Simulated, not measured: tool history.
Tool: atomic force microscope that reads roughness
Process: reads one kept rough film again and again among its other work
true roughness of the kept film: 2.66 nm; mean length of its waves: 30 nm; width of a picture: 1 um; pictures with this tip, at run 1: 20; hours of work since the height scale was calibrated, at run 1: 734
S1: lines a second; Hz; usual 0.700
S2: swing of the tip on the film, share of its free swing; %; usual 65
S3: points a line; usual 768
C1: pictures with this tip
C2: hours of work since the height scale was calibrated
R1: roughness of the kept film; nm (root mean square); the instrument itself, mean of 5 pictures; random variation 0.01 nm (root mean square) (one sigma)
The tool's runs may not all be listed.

{"run": 1, "hour": 0.0, "S1": 0.7, "S2": 65, "S3": 768, "C1": 20, "C2": 734, "R1": 2.304}
{"run": 2, "hour": 23.0, "S1": 0.7, "S2": 65, "S3": 329, "C1": 47, "C2": 744, "R1": 2.16}
{"run": 3, "hour": 46.3, "S1": 0.613, "S2": 65, "S3": 768, "C1": 75, "C2": 754, "R1": 2.059}
{"run": 4, "hour": 69.0, "S1": 0.7, "S2": 65, "S3": 768, "C1": 101, "C2": 765, "R1": 1.969}
{"hour": 72.4, "done": "height scale calibrated on a step standard"}
{"hour": 81.3, "done": "new tip fitted"}
{"run": 5, "hour": 96.3, "S1": 0.7, "S2": 65, "S3": 768, "C1": 18, "C2": 10, "R1": 2.284}
{"run": 6, "hour": 122.0, "S1": 0.7, "S2": 65, "S3": 768, "C1": 48, "C2": 22, "R1": 2.142}

Forecast run 7:
{"run": 7, "hour": 167.5, "S1": 0.95, "S2": 65, "S3": 768, "C1": 102, "C2": 42, "R1": "?"}

{"run 7": {"R1": 1.938}}
Without the tool's hidden state the same run would have given R1 2.409 nm (root mean square).
